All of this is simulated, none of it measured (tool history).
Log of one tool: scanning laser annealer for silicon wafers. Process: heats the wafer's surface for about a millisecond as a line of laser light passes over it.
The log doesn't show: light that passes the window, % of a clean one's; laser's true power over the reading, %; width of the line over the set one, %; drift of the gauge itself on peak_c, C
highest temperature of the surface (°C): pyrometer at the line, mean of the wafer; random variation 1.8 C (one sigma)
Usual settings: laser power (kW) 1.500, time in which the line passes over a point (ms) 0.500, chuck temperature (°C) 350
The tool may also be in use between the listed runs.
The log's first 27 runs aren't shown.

| run | day | laser power (kW) | time in which the line passes over a point (ms) | chuck temperature (°C) | hours of work since the window was cleaned | hours of work since the power meter was calibrated | hours of work since the optics were aligned | highest temperature of the surface (°C) |
|---|---|---|---|---|---|---|---|---|
| 28 | 24.612 | 1.417 | 0.449 | 322 | 31 | 715 | 670 | 940 |
| 29 | 25.467 | 1.417 | 0.449 | 322 | 40 | 724 | 679 | 939 |
| 30 | 26.271 | 1.417 | 0.449 | 322 | 48 | 732 | 687 | 942 |
| 31 | 27.483 | 1.417 | 0.449 | 322 | 60 | 744 | 699 | 943 |
| 32 | 28.275 | 1.417 | 0.530 | 361 | 68 | 752 | 708 | 1038 |
| 33 | 28.988 | 1.284 | 0.353 | 385 | 75 | 760 | 715 | 874 |
|  | 29.933 | optics aligned, line set to its width |
| 34 | 30.433 | 1.284 | 0.353 | 385 | 88 | 772 | 5 | 873 |
| 35 | 30.942 | 1.533 | 0.402 | 388 | 93 | 777 | 10 | 1031 |
| 36 | 31.767 | 1.355 | 0.351 | 315 | 101 | 786 | 19 | 827 |
| 37 | 32.483 | 1.415 | 0.583 | 350 | 109 | 793 | 26 | 1066 |
| 38 | 33.129 | 1.415 | 0.583 | 350 | 115 | 800 | 32 | 1063 |
| 39 | 34.383 | 1.500 | 0.534 | 369 | 128 | 812 | 45 | 1096 |
| 40 | 35.246 | 1.418 | 0.474 | 350 | 137 | 821 | 54 | 991 |
| 41 | 35.929 | 1.500 | 0.500 | 340 | 144 | 828 | 61 | 1043 |
| 42 | 36.962 | 1.500 | 0.500 | 340 | 154 | 839 | 71 | 1043 |

Forecast each of these 3 alternatives for the next run:
| A | 38.121 | 1.500 | 0.366 | 340 | 166 | 850 | 83 | ? |
| B | 38.121 | 1.577 | 0.500 | 350 | 166 | 850 | 83 | ? |
| C | 38.121 | 1.500 | 0.450 | 337 | 166 | 850 | 83 | ? |

| run | highest temperature of the surface (°C) |
|---|---|
| A | 934 |
| B | 1093 |
| C | 1002 |
Without the tool's hidden state the same runs would have given:
| run | highest temperature of the surface (°C) |
|---|---|
| A | 935 |
| B | 1093 |
| C | 1002 |
